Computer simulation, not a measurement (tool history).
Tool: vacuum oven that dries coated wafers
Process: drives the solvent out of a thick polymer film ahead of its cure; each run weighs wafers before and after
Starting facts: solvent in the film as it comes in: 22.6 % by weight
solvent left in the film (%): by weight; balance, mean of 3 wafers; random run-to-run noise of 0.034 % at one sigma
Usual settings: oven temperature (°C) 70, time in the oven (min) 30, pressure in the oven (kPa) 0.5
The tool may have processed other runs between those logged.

run,hour,oven temperature (°C),time in the oven (min),pressure in the oven (kPa),solvent left in the film (%)
1,0,70,30,0.5,1.78
2,37.1,70,30,0.5,1.8
3,61.7,70,30,0.5,1.8
4,81.4,70,30,0.5,1.8
5,110.5,70,30,0.5,1.84
6,126.8,70,30,1.051,2.12
7,162.4,70,30,0.507,1.92
8,189.6,70,30,0.507,1.83
9,216.5,70,30,0.507,1.86
10,242.7,70,30,0.507,1.88
11,267.4,70,19,0.5,4.07
12,290.6,77,30,0.5,0.83
13,306.7,77,30,0.5,0.8
14,325.8,77,30,0.5,0.85
15,342.9,77,30,0.5,0.85
16,377,77,30,0.5,0.78
17,412.6,70,30,0.5,1.81
18,434.7,70,30,0.5,1.94
19,469.1,70,30,0.5,1.93
20,500.9,70,30,0.5,2.01
# hour 504.6: oven's thermocouples calibrated
21,532.2,70,30,0.5,1.98
22,550,70,30,0.5,1.97
23,579.4,70,30,0.5,1.99
24,612,70,30,0.5,2.01
25,640.4,70,53,0.379,0.63
# hour 654.9: oven's thermocouples calibrated, once more
26,677.1,72,33,0.595,1.01
27,709.2,59,50,0.438,1.93
28,727.5,59,50,0.789,2.23
29,756.5,73,30,0.5,1.06
30,784.2,66,38,0.701,1.58
31,804,66,38,0.701,1.68
32,823.9,66,54,0.752,0.96
33,842.1,69,30,0.5,1.73
34,872.9,69,30,0.5,1.74
35,908.9,76,51,0.994,0.62
36,939.1,73,49,0.994,0.72
37,973.9,70,30,0.397,1.56
38,1011.1,70,34,0.349,1.11

What does the tool deliver on the next run?
39,1039.8,70,30,1.132,?

{"run 39": {"solvent left in the film (%)": 1.9}}
If the tool had no hidden condition, the same run with the same run-to-run variation would have returned solvent left in the film (%) 1.7.
